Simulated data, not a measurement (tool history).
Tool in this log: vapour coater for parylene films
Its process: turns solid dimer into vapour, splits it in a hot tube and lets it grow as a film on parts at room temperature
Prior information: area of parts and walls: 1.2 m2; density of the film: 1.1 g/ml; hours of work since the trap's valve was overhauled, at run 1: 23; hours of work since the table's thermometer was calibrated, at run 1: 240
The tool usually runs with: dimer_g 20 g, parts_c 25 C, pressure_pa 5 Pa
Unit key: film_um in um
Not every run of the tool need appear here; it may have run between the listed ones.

| run | hour | dimer_g | parts_c | pressure_pa | hours of work since the trap's valve was overhauled | hours of work since the table's thermometer was calibrated | film_um |
|---|---|---|---|---|---|---|---|
| 1 | 0 | 20 | 25 | 5 | 23 | 240 | 9.43 |
| 2 | 10 | 20 | 25 | 5 | 28 | 244 | 9.45 |
| 3 | 19.6 | 20 | 22 | 5 | 33 | 249 | 10.65 |
| 4 | 28.5 | 24 | 22 | 5 | 37 | 253 | 12.85 |
| 5 | 43.7 | 29 | 22 | 5 | 44 | 261 | 15.47 |
| 6 | 60.4 | 20 | 25 | 5 | 52 | 269 | 9.44 |
| 7 | 72.5 | 20 | 25 | 5 | 58 | 274 | 9.48 |
| 8 | 80.2 | 20 | 25 | 5 | 62 | 278 | 9.44 |
| 9 | 89.8 | 20 | 25 | 5 | 67 | 283 | 9.38 |
| 10 | 103.2 | 20 | 25 | 5 | 73 | 289 | 9.4 |
| 11 | 110.8 | 20 | 25 | 5 | 77 | 293 | 9.36 |
|  | 116.1 | trap's valve overhauled |
| 12 | 123.5 | 20 | 25 | 5 | 4 | 297 | 9.3 |
| 13 | 135.6 | 9 | 25 | 5 | 9 | 303 | 4.2 |
| 14 | 144.5 | 9 | 25 | 5 | 14 | 307 | 4.19 |
| 15 | 157.3 | 20 | 25 | 6.08 | 20 | 313 | 9.07 |
| 16 | 174.3 | 22 | 32 | 6.08 | 28 | 322 | 7.42 |
| 17 | 182.6 | 26 | 32 | 6.08 | 32 | 326 | 8.78 |
| 18 | 196 | 26 | 32 | 6.08 | 38 | 332 | 8.77 |

Run 19 is up next; what results do you expect?
| 19 | 204.1 | 30 | 20 | 4.87 | 42 | 336 | ? |

{"run 19": {"film_um": 17.21}}
The same run, on a tool lacking any hidden state, would have yielded film_um 17.45 um.
